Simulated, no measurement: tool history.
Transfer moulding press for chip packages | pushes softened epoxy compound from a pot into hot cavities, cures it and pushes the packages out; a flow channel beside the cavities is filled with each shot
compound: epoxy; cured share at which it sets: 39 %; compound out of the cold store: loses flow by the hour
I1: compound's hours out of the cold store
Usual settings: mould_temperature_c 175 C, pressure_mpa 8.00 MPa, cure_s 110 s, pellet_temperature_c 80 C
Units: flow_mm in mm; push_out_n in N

run 1 hour=0.0 | mould_temperature_c=175 pressure_mpa=8.00 cure_s=110 pellet_temperature_c=80 | I1=19.3 | flow_mm=591 push_out_n=982
-- hour=76.5 cavities cleaned with cleaning compound and waxed
run 2 hour=87.1 | mould_temperature_c=175 pressure_mpa=8.00 cure_s=110 pellet_temperature_c=80 | I1=39.0 | flow_mm=539 push_out_n=790
-- hour=155.5 mould's thermocouples calibrated
-- hour=170.4 cavities cleaned with cleaning compound and waxed
run 3 hour=179.3 | mould_temperature_c=175 pressure_mpa=8.00 cure_s=110 pellet_temperature_c=80 | I1=44.0 | flow_mm=524 push_out_n=722
run 4 hour=222.9 | mould_temperature_c=175 pressure_mpa=8.00 cure_s=110 pellet_temperature_c=80 | I1=31.3 | flow_mm=546 push_out_n=1085
-- hour=236.6 plunger's sealing rings changed
-- hour=261.9 cavities cleaned with cleaning compound and waxed
run 5 hour=286.7 | mould_temperature_c=175 pressure_mpa=8.00 cure_s=110 pellet_temperature_c=80 | I1=10.4 | flow_mm=606 push_out_n=971
run 6 hour=338.3 | mould_temperature_c=175 pressure_mpa=8.00 cure_s=110 pellet_temperature_c=80 | I1=47.5 | flow_mm=524 push_out_n=1137
-- hour=352.4 cavities cleaned with cleaning compound and waxed
run 7 hour=393.2 | mould_temperature_c=175 pressure_mpa=8.00 cure_s=110 pellet_temperature_c=80 | I1=14.3 | flow_mm=593 push_out_n=1050
-- hour=440.2 cavities cleaned with cleaning compound and waxed
run 8 hour=443.7 | mould_temperature_c=173 pressure_mpa=8.00 cure_s=110 pellet_temperature_c=80 | I1=10.5 | flow_mm=604 push_out_n=883
run 9 hour=487.1 | mould_temperature_c=173 pressure_mpa=8.00 cure_s=110 pellet_temperature_c=80 | I1=40.7 | flow_mm=535 push_out_n=1186
-- hour=516.6 plunger's sealing rings changed
-- hour=531.4 cavities cleaned with cleaning compound and waxed
run 10 hour=548.3 | mould_temperature_c=173 pressure_mpa=8.00 cure_s=110 pellet_temperature_c=80 | I1=26.6 | flow_mm=578 push_out_n=966
run 11 hour=609.2 | mould_temperature_c=173 pressure_mpa=8.00 cure_s=110 pellet_temperature_c=80 | I1=25.9 | flow_mm=577 push_out_n=1395
-- hour=623.0 cavities cleaned with cleaning compound and waxed
run 12 hour=688.0 | mould_temperature_c=175 pressure_mpa=8.00 cure_s=110 pellet_temperature_c=80 | I1=14.7 | flow_mm=590 push_out_n=1251
-- hour=711.2 cavities cleaned with cleaning compound and waxed
run 13 hour=731.1 | mould_temperature_c=177 pressure_mpa=8.00 cure_s=110 pellet_temperature_c=80 | I1=13.9 | flow_mm=583 push_out_n=845
-- hour=792.7 plunger's sealing rings changed
-- hour=806.1 cavities cleaned with cleaning compound and waxed
run 14 hour=817.0 | mould_temperature_c=182 pressure_mpa=8.00 cure_s=110 pellet_temperature_c=80 | I1=42.5 | flow_mm=523 push_out_n=535
-- hour=898.7 cavities cleaned with cleaning compound and waxed
run 15 hour=900.8 | mould_temperature_c=182 pressure_mpa=8.00 cure_s=110 pellet_temperature_c=80 | I1=35.5 | flow_mm=529 push_out_n=469
run 16 hour=979.9 | mould_temperature_c=182 pressure_mpa=8.00 cure_s=110 pellet_temperature_c=80 | I1=46.6 | flow_mm=508 push_out_n=833
-- hour=986.8 cavities cleaned with cleaning compound and waxed
run 17 hour=1037.0 | mould_temperature_c=182 pressure_mpa=8.00 cure_s=110 pellet_temperature_c=87 | I1=24.5 | flow_mm=544 push_out_n=754
-- hour=1068.9 plunger's sealing rings changed
-- hour=1076.8 cavities cleaned with cleaning compound and waxed
run 18 hour=1113.5 | mould_temperature_c=182 pressure_mpa=8.00 cure_s=110 pellet_temperature_c=87 | I1=13.3 | flow_mm=586 push_out_n=703
-- hour=1165.6 cavities cleaned with cleaning compound and waxed
-- hour=1193.0 mould's thermocouples calibrated
run 19 hour=1197.0 | mould_temperature_c=182 pressure_mpa=8.00 cure_s=110 pellet_temperature_c=71 | I1=23.4 | flow_mm=556 push_out_n=683
run 20 hour=1238.6 | mould_temperature_c=178 pressure_mpa=8.00 cure_s=110 pellet_temperature_c=71 | I1=37.3 | flow_mm=534 push_out_n=962
-- hour=1258.5 cavities cleaned with cleaning compound and waxed
run 21 hour=1283.4 | mould_temperature_c=175 pressure_mpa=8.00 cure_s=110 pellet_temperature_c=75 | I1=14.1 | flow_mm=595 push_out_n=930
-- hour=1348.3 plunger's sealing rings changed
-- hour=1349.8 cavities cleaned with cleaning compound and waxed
run 22 hour=1358.4 | mould_temperature_c=178 pressure_mpa=8.06 cure_s=100 pellet_temperature_c=75 | I1=14.7 | flow_mm=597 push_out_n=778
-- hour=1439.3 cavities cleaned with cleaning compound and waxed
run 23 hour=1451.3 | mould_temperature_c=169 pressure_mpa=8.00 cure_s=134 pellet_temperature_c=80 | I1=32.6 | flow_mm=575 push_out_n=773
-- hour=1527.2 cavities cleaned with cleaning compound and waxed
run 24 hour=1527.2 | mould_temperature_c=175 pressure_mpa=8.00 cure_s=101 pellet_temperature_c=74 | I1=39.4 | flow_mm=541 push_out_n=786
run 25 hour=1570.8 | mould_temperature_c=175 pressure_mpa=8.00 cure_s=101 pellet_temperature_c=71 | I1=21.0 | flow_mm=574 push_out_n=1348
-- hour=1618.1 cavities cleaned with cleaning compound and waxed
-- hour=1622.7 plunger's sealing rings changed
run 26 hour=1622.7 | mould_temperature_c=175 pressure_mpa=7.88 cure_s=101 pellet_temperature_c=72 | I1=17.0 | flow_mm=596 push_out_n=894
run 27 hour=1664.4 | mould_temperature_c=175 pressure_mpa=7.88 cure_s=101 pellet_temperature_c=72 | I1=10.0 | flow_mm=611 push_out_n=1394

3 ways to go on from here, each from the tool as it stands after run 27. What would each give?
-- hour=1713.4 cavities cleaned with cleaning compound and waxed
run A hour=1748.8 | mould_temperature_c=179 pressure_mpa=7.88 cure_s=106 pellet_temperature_c=88 | I1=40.5 | flow_mm=? push_out_n=?
-- hour=1713.4 cavities cleaned with cleaning compound and waxed
run B hour=1748.8 | mould_temperature_c=175 pressure_mpa=8.02 cure_s=102 pellet_temperature_c=72 | I1=24.6 | flow_mm=? push_out_n=?
-- hour=1713.4 cavities cleaned with cleaning compound and waxed
run C hour=1748.8 | mould_temperature_c=169 pressure_mpa=7.88 cure_s=101 pellet_temperature_c=79 | I1=47.6 | flow_mm=? push_out_n=?

run=A flow_mm=523 push_out_n=786
run=B flow_mm=572 push_out_n=1264
run=C flow_mm=537 push_out_n=1820
Without the tool's hidden state the same runs would have given:
run=A flow_mm=532 push_out_n=490
run=B flow_mm=582 push_out_n=789
run=C flow_mm=546 push_out_n=1137

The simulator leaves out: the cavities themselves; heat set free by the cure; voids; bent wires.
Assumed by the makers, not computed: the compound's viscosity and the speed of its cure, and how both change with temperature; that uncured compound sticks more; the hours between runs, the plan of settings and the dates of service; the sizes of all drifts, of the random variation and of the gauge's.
